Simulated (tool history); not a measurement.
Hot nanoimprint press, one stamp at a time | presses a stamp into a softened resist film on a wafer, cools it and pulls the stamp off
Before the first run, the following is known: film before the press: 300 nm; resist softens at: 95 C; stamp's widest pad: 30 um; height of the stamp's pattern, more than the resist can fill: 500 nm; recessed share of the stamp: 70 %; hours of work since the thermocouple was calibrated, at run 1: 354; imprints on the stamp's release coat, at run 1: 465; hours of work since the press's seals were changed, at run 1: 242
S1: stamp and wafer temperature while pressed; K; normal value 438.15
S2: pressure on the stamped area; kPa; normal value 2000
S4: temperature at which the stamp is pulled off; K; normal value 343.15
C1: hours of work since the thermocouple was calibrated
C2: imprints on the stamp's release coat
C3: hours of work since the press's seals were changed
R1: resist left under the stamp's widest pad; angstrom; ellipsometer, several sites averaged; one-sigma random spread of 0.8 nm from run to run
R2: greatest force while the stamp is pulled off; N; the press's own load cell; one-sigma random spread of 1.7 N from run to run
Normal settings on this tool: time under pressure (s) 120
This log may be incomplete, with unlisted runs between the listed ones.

Run 1, hour 0.0: usual settings; C1 354; C2 465; C3 242. Result: R1 1629 angstrom, R2 184 N.
Run 2, hour 12.0: usual settings; C1 362; C2 524; C3 250. Result: R1 1643 angstrom, R2 187 N.
Run 3, hour 31.1: usual settings; C1 374; C2 616; C3 262. Result: R1 1639 angstrom, R2 184 N.
Run 4, hour 49.7: usual settings; C1 386; C2 706; C3 274. Result: R1 1642 angstrom, R2 189 N.
Run 5, hour 63.0: usual settings; C1 395; C2 770; C3 283. Result: R1 1658 angstrom, R2 189 N.
Run 6, hour 81.1: usual settings; C1 406; C2 858; C3 294. Result: R1 1641 angstrom, R2 192 N.
Run 7, hour 98.4: usual settings; C1 417; C2 942; C3 305. Result: R1 1652 angstrom, R2 197 N.
Run 8, hour 118.5: usual settings but time under pressure (s) 196; C1 430; C2 1039; C3 318. Result: R1 1424 angstrom, R2 192 N.
Run 9, hour 134.8: usual settings but time under pressure (s) 196; C1 441; C2 1118; C3 329. Result: R1 1410 angstrom, R2 193 N.
Run 10, hour 150.8: usual settings but time under pressure (s) 196; C1 451; C2 1195; C3 339. Result: R1 1412 angstrom, R2 198 N.
Run 11, hour 171.3: usual settings but S2 2960 kPa; C1 464; C2 1295; C3 352. Result: R1 1375 angstrom, R2 200 N.
At hour 181.2: plate thermocouple calibrated.
Run 12, hour 184.0: usual settings but S2 2960 kPa, S4 350.15 K; C1 2; C2 1342; C3 358. Result: R1 1242 angstrom, R2 157 N.
Run 13, hour 201.2: usual settings; C1 13; C2 1425; C3 370. Result: R1 1514 angstrom, R2 190 N.
Run 14, hour 215.0: usual settings; C1 22; C2 1492; C3 378. Result: R1 1512 angstrom, R2 193 N.
Run 15, hour 235.5: usual settings; C1 35; C2 1591; C3 392. Result: R1 1524 angstrom, R2 191 N.
Run 16, hour 249.1: usual settings but S2 2740 kPa; C1 44; C2 1657; C3 400. Result: R1 1313 angstrom, R2 192 N.
Run 17, hour 267.3: usual settings but S1 445.15 K, S2 1400 kPa, time under pressure (s) 61, S4 342.15 K; C1 55; C2 1745; C3 412. Result: R1 1731 angstrom, R2 202 N.
Run 18, hour 277.9: usual settings but S1 445.15 K, S2 1400 kPa, time under pressure (s) 61, S4 342.15 K; C1 62; C2 1797; C3 419. Result: R1 1728 angstrom, R2 202 N.
At hour 298.4: stamp cleaned and given a new release coat.
Run 19, hour 303.4: usual settings but S1 437.15 K, S2 3030 kPa, time under pressure (s) 95; C1 75; C2 24; C3 431. Result: R1 1408 angstrom, R2 172 N.
Run 20, hour 323.4: usual settings but S1 437.15 K, S2 1490 kPa, time under pressure (s) 95, S4 340.15 K; C1 88; C2 121; C3 444. Result: R1 1949 angstrom, R2 188 N.
Run 21, hour 342.9: usual settings but S1 433.15 K, S2 1390 kPa, time under pressure (s) 222; C1 100; C2 215; C3 457. Result: R1 1795 angstrom, R2 174 N.
Run 22, hour 356.1: usual settings but S1 428.15 K, S2 2400 kPa, S4 340.15 K; C1 109; C2 279; C3 465. Result: R1 2050 angstrom, R2 185 N.
Run 23, hour 373.7: usual settings but S4 349.15 K; C1 120; C2 364; C3 477. Result: R1 1539 angstrom, R2 153 N.
Run 24, hour 390.9: usual settings but S4 349.15 K; C1 131; C2 447; C3 488. Result: R1 1561 angstrom, R2 156 N.
Run 25, hour 412.5: usual settings but S2 2330 kPa, time under pressure (s) 88; C1 145; C2 552; C3 502. Result: R1 1602 angstrom, R2 183 N.
Run 26, hour 426.0: usual settings but S1 435.15 K, S2 1230 kPa, time under pressure (s) 74, S4 348.15 K; C1 154; C2 618; C3 510. Result: R1 2336 angstrom, R2 161 N.
Run 27, hour 440.8: usual settings but S1 434.15 K, S2 2360 kPa, S4 347.15 K; C1 163; C2 689; C3 520. Result: R1 1702 angstrom, R2 164 N.
Run 28, hour 457.3: usual settings but S1 431.15 K, S2 1560 kPa, S4 334.15 K; C1 174; C2 769; C3 530. Result: R1 2169 angstrom, R2 223 N.
Run 29, hour 467.7: usual settings but S1 440.15 K, S2 2220 kPa, time under pressure (s) 186, S4 345.15 K; C1 181; C2 819; C3 537. Result: R1 1172 angstrom, R2 174 N.

Alternative continuations, all from the tool just after run 29; predict every row:
Run A, hour 487.7: usual settings but S1 437.15 K, S2 1270 kPa, time under pressure (s) 186, S4 331.15 K; C1 193; C2 916; C3 550. Result: R1 ?, R2 ?.
Run B, hour 487.7: usual settings but S1 445.15 K, S2 1240 kPa; C1 193; C2 916; C3 550. Result: R1 ?, R2 ?.
Run C, hour 487.7: usual settings but S2 2850 kPa, time under pressure (s) 111; C1 193; C2 916; C3 550. Result: R1 ?, R2 ?.
Run D, hour 487.7: usual settings but S1 445.15 K, time under pressure (s) 198; C1 193; C2 916; C3 550. Result: R1 ?, R2 ?.

run    R1   R2
  A  1733  234
  B  1533  185
  C  1347  185
  D   980  186
The same runs, with their run-to-run variation unchanged, on a tool lacking any hidden condition would have given:
run    R1   R2
  A  1685  216
  B  1491  170
  C  1294  171
  D   944  171

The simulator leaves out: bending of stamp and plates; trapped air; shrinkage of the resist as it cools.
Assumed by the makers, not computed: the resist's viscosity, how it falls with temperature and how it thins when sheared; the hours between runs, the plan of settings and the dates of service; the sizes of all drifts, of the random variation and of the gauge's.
